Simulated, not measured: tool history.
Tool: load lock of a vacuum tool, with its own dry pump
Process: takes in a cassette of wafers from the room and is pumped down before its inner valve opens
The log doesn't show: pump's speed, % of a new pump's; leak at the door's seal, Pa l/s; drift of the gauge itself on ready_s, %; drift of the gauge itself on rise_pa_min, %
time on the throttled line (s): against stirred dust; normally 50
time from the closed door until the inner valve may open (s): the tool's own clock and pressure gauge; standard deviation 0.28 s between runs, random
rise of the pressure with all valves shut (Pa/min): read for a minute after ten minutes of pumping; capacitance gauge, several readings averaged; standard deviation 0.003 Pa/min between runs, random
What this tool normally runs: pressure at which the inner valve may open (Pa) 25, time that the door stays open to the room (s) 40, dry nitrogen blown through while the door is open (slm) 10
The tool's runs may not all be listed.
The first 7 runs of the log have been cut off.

run,hour,time on the throttled line (s),pressure at which the inner valve may open (Pa),time that the door stays open to the room (s),dry nitrogen blown through while the door is open (slm),hours that the pump has run since its overhaul,times that the door has closed on its seal,"incoming humidity of the room's air, %",time from the closed door until the inner valve may open (s),rise of the pressure with all valves shut (Pa/min)
8,946.4,50,25,40,10,10098,16175,44.7,66.9,0.114
9,1095.4,50,25,40,10,10247,16462,43.9,66.8,0.117
10,1181.5,50,25,40,10,10333,16628,44.3,66.9,0.12
11,1286.3,50,25,93,10,10438,16830,45.7,66.9,0.144
12,1419.4,50,25,40,10,10571,17086,47,67,0.123
13,1625.1,50,25,40,8,10777,17482,44.6,67,0.129
14,1732.7,50,25,40,10,10885,17689,46.7,67.1,0.132
15,1944.6,50,25,40,10,11096,18097,41.1,67.1,0.123
16,2033.4,50,25,40,10,11185,18268,43,67,0.131
17,2227.5,50,25,40,10,11379,18642,44.2,67.2,0.13
18,2374.9,50,25,40,10,11527,18926,45.3,66.8,0.131
19,2586.9,50,25,40,10,11739,19334,44.4,66.7,0.137
20,2750,70,25,40,10,11902,19648,43.5,85.3,0.132
21,2915.1,70,19,64,8,12067,19966,46.3,86.7,0.155
22,3036.4,70,19,64,8,12188,20199,43.3,86.1,0.146

What will run 23 give?
23,3232.7,69,25,29,20,12385,20577,44.5,?,?

Run 23 gave time from the closed door until the inner valve may open (s) 84.1, rise of the pressure with all valves shut (Pa/min) 0.125.
The same run, on a tool lacking any hidden state, would have yielded time from the closed door until the inner valve may open (s) 82.2, rise of the pressure with all valves shut (Pa/min) 0.031.
